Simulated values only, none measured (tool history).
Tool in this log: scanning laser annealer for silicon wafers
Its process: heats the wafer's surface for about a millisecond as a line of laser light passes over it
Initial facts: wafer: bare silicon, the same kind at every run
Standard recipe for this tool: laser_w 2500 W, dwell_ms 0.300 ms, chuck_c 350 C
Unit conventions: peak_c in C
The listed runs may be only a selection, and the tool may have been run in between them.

Run 1, hour 0.0: usual settings. Result: peak_c 1067 C.
Run 2, hour 60.9: usual settings. Result: peak_c 1063 C.
Run 3, hour 126.6: usual settings. Result: peak_c 1058 C.
Run 4, hour 185.4: usual settings but dwell_ms 0.217 ms. Result: peak_c 957 C.
At hour 197.0: window over the wafer cleaned.
Run 5, hour 220.8: usual settings but chuck_c 370 C. Result: peak_c 1127 C.
Run 6, hour 259.3: usual settings but chuck_c 370 C. Result: peak_c 1123 C.
Run 7, hour 314.9: usual settings but dwell_ms 0.339 ms. Result: peak_c 1142 C.
Run 8, hour 349.4: usual settings but chuck_c 355 C. Result: peak_c 1102 C.
Run 9, hour 392.5: usual settings but chuck_c 355 C. Result: peak_c 1102 C.
Run 10, hour 449.0: usual settings but chuck_c 355 C. Result: peak_c 1101 C.
Run 11, hour 504.7: usual settings but chuck_c 321 C. Result: peak_c 1059 C.
Run 12, hour 543.6: usual settings but chuck_c 321 C. Result: peak_c 1059 C.
Run 13, hour 592.6: usual settings but chuck_c 321 C. Result: peak_c 1054 C.
Run 14, hour 645.2: usual settings but laser_w 2578 W, chuck_c 321 C. Result: peak_c 1077 C.
Run 15, hour 689.1: usual settings but dwell_ms 0.336 ms. Result: peak_c 1118 C.
At hour 695.2: laser's power meter calibrated.
Run 16, hour 759.0: usual settings. Result: peak_c 1073 C.
Run 17, hour 824.8: usual settings but chuck_c 349 C. Result: peak_c 1064 C.
Run 18, hour 876.1: usual settings but dwell_ms 0.355 ms, chuck_c 349 C. Result: peak_c 1119 C.
Run 19, hour 903.4: usual settings but dwell_ms 0.355 ms, chuck_c 349 C. Result: peak_c 1119 C.
At hour 929.0: laser's power meter calibrated, once more.
Run 20, hour 951.3: usual settings but dwell_ms 0.355 ms, chuck_c 349 C. Result: peak_c 1123 C.
Run 21, hour 988.2: usual settings but dwell_ms 0.355 ms, chuck_c 349 C. Result: peak_c 1120 C.
Run 22, hour 1053.6: usual settings but dwell_ms 0.355 ms, chuck_c 349 C. Result: peak_c 1112 C.
Run 23, hour 1112.8: usual settings but laser_w 2487 W. Result: peak_c 1050 C.
Run 24, hour 1162.3: usual settings but laser_w 2487 W. Result: peak_c 1048 C.
Run 25, hour 1229.6: usual settings but laser_w 2316 W, dwell_ms 0.231 ms. Result: peak_c 914 C.
At hour 1274.3: window over the wafer cleaned.
Run 26, hour 1295.6: usual settings but dwell_ms 0.291 ms, chuck_c 337 C. Result: peak_c 1074 C.
Run 27, hour 1340.6: usual settings but dwell_ms 0.304 ms. Result: peak_c 1101 C.
Run 28, hour 1386.2: usual settings but dwell_ms 0.304 ms. Result: peak_c 1095 C.
Run 29, hour 1441.3: usual settings but laser_w 2236 W, dwell_ms 0.346 ms, chuck_c 377 C. Result: peak_c 1068 C.
At hour 1467.9: optics aligned, line set to its width.
Run 30, hour 1502.2: usual settings but laser_w 2360 W, dwell_ms 0.238 ms. Result: peak_c 979 C.
Run 31, hour 1569.5: usual settings but laser_w 2360 W, dwell_ms 0.238 ms. Result: peak_c 975 C.
Run 32, hour 1626.6: usual settings but laser_w 2488 W, dwell_ms 0.249 ms, chuck_c 323 C. Result: peak_c 1004 C.
Run 33, hour 1658.9: usual settings but laser_w 2522 W, dwell_ms 0.245 ms, chuck_c 362 C. Result: peak_c 1049 C.
Run 34, hour 1706.3: usual settings but laser_w 2187 W, dwell_ms 0.212 ms, chuck_c 362 C. Result: peak_c 898 C.
Run 35, hour 1750.3: usual settings but laser_w 2168 W, dwell_ms 0.212 ms, chuck_c 362 C. Result: peak_c 889 C.
Run 36, hour 1814.3: usual settings but laser_w 2168 W, dwell_ms 0.212 ms, chuck_c 362 C. Result: peak_c 887 C.
Run 37, hour 1851.9: usual settings but dwell_ms 0.333 ms, chuck_c 328 C. Result: peak_c 1094 C.
Run 38, hour 1918.1: usual settings but dwell_ms 0.333 ms, chuck_c 328 C. Result: peak_c 1091 C.
Run 39, hour 1946.9: usual settings but dwell_ms 0.333 ms, chuck_c 328 C. Result: peak_c 1087 C.
Run 40, hour 2013.4: usual settings but dwell_ms 0.333 ms, chuck_c 328 C. Result: peak_c 1082 C.

Below are 4 alternative next runs, each starting from the tool's condition after run 40. Predict each:
Run A, hour 2080.4: usual settings but laser_w 2537 W. Result: peak_c ?.
Run B, hour 2080.4: usual settings but laser_w 2173 W, dwell_ms 0.349 ms. Result: peak_c ?.
Run C, hour 2080.4: usual settings but laser_w 2474 W, dwell_ms 0.243 ms, chuck_c 324 C. Result: peak_c ?.
Run D, hour 2080.4: usual settings but laser_w 2735 W, dwell_ms 0.313 ms, chuck_c 365 C. Result: peak_c ?.

run  peak_c
  A    1080
  B     996
  C     966
  D    1178
Take away the tool's hidden state, keep each run's random variation, and the runs would have read:
run  peak_c
  A    1134
  B    1044
  C    1013
  D    1238
